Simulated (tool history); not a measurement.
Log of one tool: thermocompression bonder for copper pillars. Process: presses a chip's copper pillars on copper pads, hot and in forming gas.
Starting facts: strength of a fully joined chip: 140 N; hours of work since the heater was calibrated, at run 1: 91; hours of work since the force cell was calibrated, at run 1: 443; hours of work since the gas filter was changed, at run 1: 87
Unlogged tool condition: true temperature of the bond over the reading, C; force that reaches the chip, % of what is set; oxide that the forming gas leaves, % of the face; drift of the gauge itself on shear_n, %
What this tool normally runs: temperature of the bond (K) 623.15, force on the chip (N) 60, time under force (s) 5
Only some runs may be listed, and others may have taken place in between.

run     day  temperature of the bond (K)  force on the chip (N)  time under force (s)  hours of work since the heater was calibrated  hours of work since the force cell was calibrated  hours of work since the gas filter was changed  force that shears a chip off (N)
  1       0                       623.15                     60                     5                                             91                                                443                                              87                              75.9
  2    0.25                       623.15                     60                     5                                             95                                                448                                              91                              76.6
  3   0.625                       623.15                     60                     5                                            102                                                455                                              99                              75.7
  4   0.808                       623.15                     60                     5                                            106                                                459                                             102                                77
  5   1.175                       623.15                     60                     5                                            113                                                466                                             109                              75.4
  6   1.567                       623.15                     60                     5                                            120                                                473                                             116                              74.9
  7   1.846                       623.15                     60                     5                                            126                                                478                                             122                              75.5
  8   2.146                       623.15                     60                     5                                            131                                                484                                             127                              74.6
  9   2.367                       623.15                     60                     5                                            135                                                488                                             132                              75.8
 10   2.717                       623.15                     60                     5                                            142                                                495                                             138                              74.5
 11   3.025                       623.15                     60                     5                                            148                                                501                                             144                              72.5
 12   3.408                       623.15                     60                     5                                            155                                                508                                             151                              75.5
 13   3.754                       623.15                     60                     5                                            162                                                514                                             158                              73.9
 14   3.946                       623.15                     60                     8                                            165                                                518                                             161                              86.1
 15   4.296                       623.15                     60                     8                                            172                                                525                                             168                              83.9
 16   4.604                       623.15                     60                     5                                            178                                                531                                             174                              72.7
 17   4.796                       623.15                     60                     5                                            181                                                534                                             178                              73.7
 18   5.062                       623.15                     60                     5                                            187                                                539                                             183                              73.7
 19   5.292                       623.15                     60                     5                                            191                                                544                                             187                              73.8
 20   5.558                       623.15                     60                     5                                            196                                                549                                             192                              71.7
 21   5.846                       638.15                     60                     9                                            201                                                554                                             197                              96.1
      5.925  -- force cell calibrated
 22   6.171                       632.15                     42                     9                                            206                                                  5                                             202                              78.3
 23   6.492                       647.15                     60                     3                                            212                                                 11                                             209                              75.1
 24   6.679                       601.15                     80                     3                                            216                                                 14                                             212                              60.7
 25   7.067                       601.15                     80                     9                                            223                                                 22                                             219                              86.4
 26   7.312                       609.15                     67                     8                                            228                                                 26                                             224                              80.8
 27     7.6                       609.15                     53                    10                                            233                                                 32                                             230                              77.3
       7.85  -- force cell calibrated, once more
 28   7.908                       623.15                     53                     3                                            238                                                  1                                             234                              55.7
 29   8.112                       622.15                     60                     6                                            242                                                  5                                             238                              75.3
 30   8.275                       623.15                     78                    14                                            245                                                  8                                             241                             109.3
 31   8.662                       623.15                     78                    14                                            252                                                 15                                             249                             107.7
 32   9.046                       624.15                     77                     9                                            260                                                 23                                             256                              94.8
 33   9.446                       632.15                     54                     5                                            267                                                 30                                             263                              71.3
 34   9.804                       632.15                     54                     5                                            274                                                 37                                             270                              70.3
 35  10.067                       606.15                     67                     7                                            279                                                 42                                             275                              74.2
 36  10.388                       623.15                     38                     5                                            285                                                 48                                             281                              53.2
 37  10.633                       623.15                     38                     5                                            290                                                 53                                             286                              53.3
 38    10.8                       623.15                     38                     5                                            293                                                 56                                             289                              53.5
 39  11.029                       623.15                     72                     5                                            297                                                 60                                             293                              78.3

Measured result minus the same run's result without the hidden state. Both carry the same run-to-run variation, though not necessarily the same gauge scatter:
run  force that shears a chip off (N)
  1                              +0.6
  2                              +0.4
  3                              +0.3
  4                              +0.3
  5                              +0.1
  6                              +0.1
  7                                +0
  8                              -0.1
  9                              -0.2
 10                              -0.3
 11                              -0.3
 12                              -0.5
 13                              -0.6
 14                                -1
 15                                -1
 16                              -0.8
 17                              -0.9
 18                              -0.9
 19                                -1
 20                              -1.1
 21                              -2.1
 22                              -0.8
 23                              -0.9
 24                              -0.6
 25                              -1.6
 26                              -1.4
 27                              -1.3
 28                              -2.3
 29                              -3.3
 30                              -4.8
 31                              -4.9
 32                              -4.5
 33                              -3.4
 34                              -3.5
 35                              -3.7
 36                              -2.7
 37                              -2.8
 38                              -2.9
 39                              -4.3

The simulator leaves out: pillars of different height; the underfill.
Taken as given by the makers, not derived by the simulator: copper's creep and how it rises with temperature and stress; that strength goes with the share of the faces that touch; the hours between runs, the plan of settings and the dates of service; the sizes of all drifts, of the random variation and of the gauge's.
